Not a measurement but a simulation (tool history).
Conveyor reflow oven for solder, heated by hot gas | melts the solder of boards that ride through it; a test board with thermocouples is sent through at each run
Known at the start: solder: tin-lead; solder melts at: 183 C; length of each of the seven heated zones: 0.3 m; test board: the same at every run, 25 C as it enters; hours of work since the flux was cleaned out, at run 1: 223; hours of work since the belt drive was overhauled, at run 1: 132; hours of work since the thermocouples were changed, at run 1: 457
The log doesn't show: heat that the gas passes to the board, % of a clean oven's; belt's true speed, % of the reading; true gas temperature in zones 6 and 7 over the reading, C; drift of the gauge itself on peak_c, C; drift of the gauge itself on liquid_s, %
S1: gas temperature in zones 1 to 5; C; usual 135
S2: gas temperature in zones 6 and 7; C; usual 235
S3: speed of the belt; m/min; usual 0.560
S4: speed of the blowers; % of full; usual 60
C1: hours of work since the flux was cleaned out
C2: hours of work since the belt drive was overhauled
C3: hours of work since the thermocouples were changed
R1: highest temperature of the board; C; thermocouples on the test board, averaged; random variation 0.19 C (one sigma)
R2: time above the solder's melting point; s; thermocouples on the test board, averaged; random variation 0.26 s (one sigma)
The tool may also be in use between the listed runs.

run   hour   S1   S2     S3  S4   C1   C2   C3     R1    R2
  1    0.0  135  235  0.560  60  223  132  457  216.4  46.3
  2   18.5  135  235  0.560  60  236  146  471  216.4  46.9
  3   29.4  135  232  0.560  60  245  154  479  213.7  44.8
  4   42.0  135  232  0.560  60  254  164  488  213.8  44.3
  5   62.5  135  232  0.560  60  269  179  504  213.7  44.6
  6   85.3  135  232  0.560  73  286  196  521  217.5  47.9
  7   99.3  135  235  0.560  59  297  206  531  216.0  45.5
  8  110.6  135  235  0.560  59  305  215  540  216.0  46.1
  9  126.0  139  235  0.560  59  317  226  551  217.1  47.7
 10  142.7  135  235  0.560  60  329  239  564  216.4  46.7
 11  158.3  135  235  0.560  60  341  250  575  216.4  46.0
 12  167.8  135  235  0.560  60  348  257  582  216.4  46.1
 13  180.9  135  235  0.560  60  358  267  592  216.5  46.6
 14  201.3  135  235  0.560  60  373  282  607  216.4  46.6
 15  220.8  135  235  0.560  60  387  297  622  216.3  46.9
     229.2  -- flux residue cleaned out of gas plates and filters
 16  248.4  135  235  0.582  60   14  314  639  214.8  44.1
 17  260.9  135  235  0.582  60   24  323  648  215.1  43.2
 18  272.5  135  235  0.582  60   32  332  657  215.2  43.7
 19  296.0  135  235  0.635  83   50  349  674  218.5  42.9
 20  314.0  143  238  0.534  52   63  362  687  219.2  53.2
 21  335.2  131  241  0.567  52   79  378  703  217.1  44.9

Forecast run 22:
 22  345.7  135  235  0.515  60  87  386  711   ?   ?

R1: 219.3 C
R2: 53.1 s
Without the tool's hidden state the same run would have given R1 219.3 C, R2 53.1 s.
